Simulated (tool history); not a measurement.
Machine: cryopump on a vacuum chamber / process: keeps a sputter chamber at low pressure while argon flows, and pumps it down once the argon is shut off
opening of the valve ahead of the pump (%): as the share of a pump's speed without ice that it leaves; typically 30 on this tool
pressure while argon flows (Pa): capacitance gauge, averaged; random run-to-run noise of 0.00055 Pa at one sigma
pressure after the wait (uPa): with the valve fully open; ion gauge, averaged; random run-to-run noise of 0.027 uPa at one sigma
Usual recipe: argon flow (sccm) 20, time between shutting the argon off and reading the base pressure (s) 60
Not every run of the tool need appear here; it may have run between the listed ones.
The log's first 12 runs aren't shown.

run   hour  argon flow (sccm)  time between shutting the argon off and reading the base pressure (s)  opening of the valve ahead of the pump (%)  pressure while argon flows (Pa)  pressure after the wait (uPa)
 13  140.2                 20                                                                     60                                          30                           0.0577                           1.24
 14  155.6                 20                                                                     60                                          18                           0.0941                           1.27
 15  165.4                 20                                                                     60                                          43                           0.0405                           1.32
 16  177.1                 20                                                                     60                                          43                           0.0407                           1.26
 17  186.4                 20                                                                     60                                          43                           0.0402                           1.26
 18  204.2                 13                                                                     62                                          36                           0.0324                           1.26
 19  218.0                 11                                                                     87                                          32                           0.0301                           0.97
 20  228.2                 20                                                                     60                                          21                           0.0815                           1.26
 21  238.8                 20                                                                     60                                          21                           0.0817                           1.30
 22  249.2                 20                                                                     60                                          21                           0.0818                           1.25
 23  266.6                 20                                                                     60                                          19                           0.0904                           1.25
 24  279.0                 34                                                                     74                                          30                           0.0976                           1.10
 25  290.2                 20                                                                     28                                          19                           0.0906                           2.45
 26  300.8                 20                                                                     28                                          19                           0.0899                           2.43
 27  309.8                 20                                                                     28                                          30                           0.0582                           2.51
 28  324.2                 27                                                                     24                                          20                           0.1161                           2.88
 29  340.1                 20                                                                     60                                          53                           0.0347                           1.28
 30  355.6                 26                                                                     60                                          30                           0.0757                           1.26
 31  365.5                  9                                                                     22                                          17                           0.0461                           2.94
 32  381.6                  9                                                                     22                                          17                           0.0456                           3.05
 33  399.7                 21                                                                     22                                          17                           0.1058                           3.06
 34  411.5                 20                                                                     60                                          31                           0.0558                           1.30

Here are 4 independent what-if runs from the current tool condition. What would each one return?
  A  421.4                 20                                                                     44                                          30                                ?                              ?
  B  421.4                  8                                                                    248                                          30                                ?                              ?
  C  421.4                 10                                                                     91                                          18                                ?                              ?
  D  421.4                 15                                                                     60                                          30                                ?                              ?

run  pressure while argon flows (Pa)  pressure after the wait (uPa)
  A                           0.0585                           1.64
  B                           0.0239                           0.55
  C                           0.0472                           0.95
  D                           0.0439                           1.32
Stripped of hidden state, with their random variation kept, the same runs would have yielded:
run  pressure while argon flows (Pa)  pressure after the wait (uPa)
  A                           0.0556                           1.51
  B                           0.0227                           0.41
  C                           0.0457                           0.81
  D                           0.0417                           1.18
